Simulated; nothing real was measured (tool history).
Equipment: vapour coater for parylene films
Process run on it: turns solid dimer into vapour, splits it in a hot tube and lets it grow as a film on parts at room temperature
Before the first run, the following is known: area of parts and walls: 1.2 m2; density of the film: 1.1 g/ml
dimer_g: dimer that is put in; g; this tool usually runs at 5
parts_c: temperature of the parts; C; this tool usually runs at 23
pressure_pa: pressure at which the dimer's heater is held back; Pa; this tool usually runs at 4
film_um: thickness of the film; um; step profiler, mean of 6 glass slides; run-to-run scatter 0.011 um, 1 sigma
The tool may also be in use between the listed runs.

Run 1, day 0: usual settings. Result: film_um 3.04 um.
Run 2, day 2.121: usual settings. Result: film_um 3.05 um.
Run 3, day 4.267: usual settings. Result: film_um 3.04 um.
Run 4, day 6.525: usual settings. Result: film_um 3.04 um.
Run 5, day 8.05: usual settings. Result: film_um 3.04 um.
Run 6, day 11.629: usual settings. Result: film_um 3.04 um.
Run 7, day 13.404: usual settings. Result: film_um 3.04 um.
Run 8, day 14.95: usual settings but dimer_g 2 g. Result: film_um 1.21 um.
Run 9, day 16.633: usual settings. Result: film_um 3.05 um.
Run 10, day 18.692: usual settings. Result: film_um 3.04 um.
Run 11, day 21.6: usual settings. Result: film_um 3.08 um.
Run 12, day 23.308: usual settings. Result: film_um 3.08 um.
Run 13, day 24.75: usual settings. Result: film_um 3.05 um.
Run 14, day 26.871: usual settings. Result: film_um 3.05 um.
Run 15, day 28.412: usual settings but parts_c 16 C. Result: film_um 3.74 um.
Run 16, day 30.962: usual settings. Result: film_um 3.09 um.
Run 17, day 34.096: usual settings but pressure_pa 3.18 Pa. Result: film_um 3.2 um.
Run 18, day 37.138: usual settings. Result: film_um 3.02 um.
Run 19, day 39.946: usual settings but pressure_pa 3.54 Pa. Result: film_um 3.08 um.
Run 20, day 41.667: usual settings but pressure_pa 3.54 Pa. Result: film_um 3.11 um.
Run 21, day 44.125: usual settings but pressure_pa 3.54 Pa. Result: film_um 3.13 um.
Run 22, day 46.858: usual settings but pressure_pa 3.54 Pa. Result: film_um 3.12 um.
Run 23, day 48.704: usual settings. Result: film_um 3.06 um.
Run 24, day 52.221: usual settings but dimer_g 3 g, pressure_pa 3.55 Pa. Result: film_um 1.88 um.
Run 25, day 55: usual settings but dimer_g 2 g, parts_c 18 C, pressure_pa 9.18 Pa. Result: film_um 1.29 um.
Run 26, day 57.096: usual settings but dimer_g 2 g, parts_c 32 C, pressure_pa 10.53 Pa. Result: film_um 0.76 um.
Run 27, day 58.912: usual settings but dimer_g 2 g, parts_c 32 C, pressure_pa 10.53 Pa. Result: film_um 0.77 um.
Run 28, day 61.621: usual settings but dimer_g 8 g, parts_c 17 C, pressure_pa 11.57 Pa. Result: film_um 5.22 um.
Run 29, day 64: usual settings but dimer_g 4 g. Result: film_um 2.47 um.
Run 30, day 66.175: usual settings but dimer_g 3 g, parts_c 16 C, pressure_pa 3 Pa. Result: film_um 2.25 um.
Run 31, day 67.796: usual settings but dimer_g 3 g, parts_c 17 C, pressure_pa 3 Pa. Result: film_um 2.27 um.
Run 32, day 71.238: usual settings but dimer_g 2 g, parts_c 17 C, pressure_pa 3 Pa. Result: film_um 1.52 um.
Run 33, day 72.733: usual settings but dimer_g 2 g, parts_c 17 C, pressure_pa 3 Pa. Result: film_um 1.51 um.
Run 34, day 76.058: usual settings but pressure_pa 2.37 Pa. Result: film_um 3.37 um.
Run 35, day 78.846: usual settings but parts_c 35 C, pressure_pa 7.83 Pa. Result: film_um 1.81 um.
Run 36, day 81.608: usual settings but parts_c 35 C, pressure_pa 7.83 Pa. Result: film_um 1.8 um.
Run 37, day 83.108: usual settings but parts_c 35 C, pressure_pa 6.81 Pa. Result: film_um 1.84 um.
Run 38, day 84.758: usual settings but parts_c 21 C, pressure_pa 4.83 Pa. Result: film_um 3.25 um.
Run 39, day 87.046: usual settings but dimer_g 2 g, parts_c 17 C, pressure_pa 4.83 Pa. Result: film_um 1.52 um.
Run 40, day 89.796: usual settings but dimer_g 2 g, pressure_pa 5.96 Pa. Result: film_um 1.17 um.
Run 41, day 93.012: usual settings but dimer_g 7 g. Result: film_um 4.39 um.
Run 42, day 96.446: usual settings but pressure_pa 6.46 Pa. Result: film_um 2.88 um.
Run 43, day 98.312: usual settings but pressure_pa 3.06 Pa. Result: film_um 3.26 um.
Run 44, day 99.912: usual settings but dimer_g 3 g, parts_c 17 C, pressure_pa 6.88 Pa. Result: film_um 2.15 um.
Run 45, day 102.058: usual settings but dimer_g 3 g, parts_c 17 C, pressure_pa 6.88 Pa. Result: film_um 2.16 um.
Run 46, day 104.112: usual settings but dimer_g 3 g, parts_c 17 C, pressure_pa 6.88 Pa. Result: film_um 2.16 um.

Withheld: 6 entries from between the runs. Position of each, and hidden state at the listed run before versus the listed run after:
From run 5 to run 6: trap's valve overhauled (day 11.104)
  vapour lost through the trap's worn valve, %: 0.2 -> 0; drift of the gauge itself on film_um, %: 0.46 -> 0.66
  measured minus no-state result, film_um: +0.01 -> +0.02 um
From run 16 to run 17: trap's valve overhauled (day 32.604)
  vapour lost through the trap's worn valve, %: 0.2 -> 0; drift of the gauge itself on film_um, %: 1.77 -> 1.94
  measured minus no-state result, film_um: +0.05 -> +0.06 um
From run 17 to run 18: gauge calibrated (day 36.375)
  vapour lost through the trap's worn valve, %: 0 -> 0.1; drift of the gauge itself on film_um, %: 1.94 -> 0.04
  measured minus no-state result, film_um: +0.06 -> +0 um
From run 24 to run 25: trap's valve overhauled (day 54.067)
  vapour lost through the trap's worn valve, %: 0.2 -> 0; drift of the gauge itself on film_um, %: 0.91 -> 1.06
  measured minus no-state result, film_um: +0.02 -> +0.02 um
From run 33 to run 34: trap's valve overhauled (day 75.7)
  vapour lost through the trap's worn valve, %: 0.2 -> 0; drift of the gauge itself on film_um, %: 2.08 -> 2.26
  measured minus no-state result, film_um: +0.03 -> +0.08 um
From run 42 to run 43: trap's valve overhauled (day 97.183)
  vapour lost through the trap's worn valve, %: 0.2 -> 0; drift of the gauge itself on film_um, %: 3.44 -> 3.53
  measured minus no-state result, film_um: +0.09 -> +0.11 um
